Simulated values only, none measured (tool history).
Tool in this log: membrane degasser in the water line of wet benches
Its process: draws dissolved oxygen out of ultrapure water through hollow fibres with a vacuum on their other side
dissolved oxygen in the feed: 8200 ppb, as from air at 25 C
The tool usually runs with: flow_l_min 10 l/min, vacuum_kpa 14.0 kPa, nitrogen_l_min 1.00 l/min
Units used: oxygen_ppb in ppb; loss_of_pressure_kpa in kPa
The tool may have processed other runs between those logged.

run	hour	flow_l_min	vacuum_kpa	nitrogen_l_min	oxygen_ppb	loss_of_pressure_kpa
1	0.0	10	14.0	1.00	259.0	54.17
2	78.1	10	14.0	1.00	257.0	54.34
3	186.7	10	8.8	1.00	140.1	54.05
4	271.0	9	14.0	1.00	230.8	48.61
5	396.6	9	14.0	1.00	231.1	48.51
6	451.3	9	14.0	1.00	232.2	48.98
7	528.1	10	14.0	1.00	257.3	54.57
8	641.9	10	14.0	0.47	489.2	54.15
9	727.8	10	14.0	0.47	493.8	54.06
10	843.0	10	14.0	1.00	260.6	54.03
11	924.7	10	14.0	1.00	257.9	54.15
12	1025.5	13	14.0	1.00	349.0	70.63
13	1116.1	10	14.0	1.00	259.9	54.17
14	1234.1	10	14.0	1.00	260.4	54.36
15	1349.1	10	14.0	1.00	258.9	54.49
16	1467.9	10	14.0	1.00	260.5	54.72
17	1572.9	13	11.0	2.12	149.6	70.56
18	1675.4	13	11.2	1.14	242.7	70.67
19	1763.9	8	11.2	1.14	135.5	43.86
20	1833.7	8	11.2	1.14	136.1	43.80
21	1923.3	8	14.6	1.14	193.2	43.98
22	2012.6	12	27.1	0.84	748.8	65.90
23	2139.0	12	27.1	0.84	743.2	65.21
24	2226.8	12	27.1	0.84	746.8	65.82
25	2308.5	12	27.1	0.84	747.2	65.40
26	2361.8	12	27.1	0.84	744.3	65.74
27	2456.0	8	17.6	0.84	319.0	43.75
28	2510.9	10	20.8	0.84	473.6	55.20
29	2617.7	10	20.8	0.84	475.0	54.87
30	2737.9	10	20.8	0.84	477.3	54.92
31	2822.7	10	20.8	0.84	479.2	54.66

Expected results for the next run?
32	2887.1	10	22.9	0.58	?	?

{"run 32": {"oxygen_ppb": 711.5, "loss_of_pressure_kpa": 55.02}}
With no hidden state in the tool, this same run would have given oxygen_ppb 710.7 ppb, loss_of_pressure_kpa 54.00 kPa.
